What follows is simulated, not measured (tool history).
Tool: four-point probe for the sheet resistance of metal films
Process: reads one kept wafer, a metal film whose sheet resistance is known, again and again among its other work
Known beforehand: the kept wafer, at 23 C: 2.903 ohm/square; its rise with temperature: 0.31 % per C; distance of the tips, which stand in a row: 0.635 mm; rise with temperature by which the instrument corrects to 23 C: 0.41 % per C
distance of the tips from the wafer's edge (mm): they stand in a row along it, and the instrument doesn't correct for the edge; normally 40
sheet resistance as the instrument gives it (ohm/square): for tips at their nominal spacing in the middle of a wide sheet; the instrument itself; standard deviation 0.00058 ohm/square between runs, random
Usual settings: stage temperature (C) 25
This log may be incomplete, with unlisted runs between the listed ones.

run	hour	stage temperature (C)	distance of the tips from the wafer's edge (mm)	sheet resistance as the instrument gives it (ohm/square)
1	0	25	40	2.909497
2	58.4	25	40	2.910203
3	128.9	25	40	2.910401
4	205.4	25	3	2.979468
5	245.9	25	40	2.911634
6	282.4	25	40	2.911309
7	360.5	25	40	2.912916
8	427.7	25	12	2.916563
9	469.3	25	12	2.916643
10	529.4	25	12	2.916496
11	598.8	25	12	2.9171
12	672	25	40	2.913608
13	733.4	25	40	2.914546
14	784	25	40	2.914902
15	824.2	25	40	2.915888
16	889.8	32	40	2.897376
17	935	25	54	2.914095
18	994.7	25	54	2.916951
19	1031.3	25	54	2.91703
20	1067.3	25	54	2.917574
21	1141.1	25	54	2.917557
22	1184.4	25	54	2.917006
23	1248.5	18	7	2.950554
24	1317.6	33	25	2.898258
25	1363	29	60	2.908464
26	1403.9	28	20	2.911902
27	1477.5	28	20	2.913249
28	1540.3	27	14	2.916746
29	1591.1	30	20	2.907572
30	1656.7	25	9	2.929001
31	1702.5	25	9	2.929202
32	1760.1	23	24	2.928221
33	1820.9	22	37	2.929809
34	1899.3	28	48	2.914974
35	1962.8	28	25	2.914701
36	2014.9	28	25	2.916223
37	2063.5	28	25	2.916784
38	2140.4	19	39	2.941499
39	2196.1	20	13	2.942069
40	2231.7	34	74	2.902229
41	2283.2	19	4	2.981629
42	2327.1	19	4	2.981484
43	2383	23	7	2.943091

Predict each of these 3 candidate next runs independently; none follows another, all start after run 43:
A	2415.7	29	40	?
B	2415.7	27	7	?
C	2415.7	35	9	?

run	sheet resistance as the instrument gives it (ohm/square)
A	2.915824
B	2.933335
C	2.907903
Take away the tool's hidden state, keep each run's random variation, and the runs would have read:
run	sheet resistance as the instrument gives it (ohm/square)
A	2.887622
B	2.904955
C	2.879829
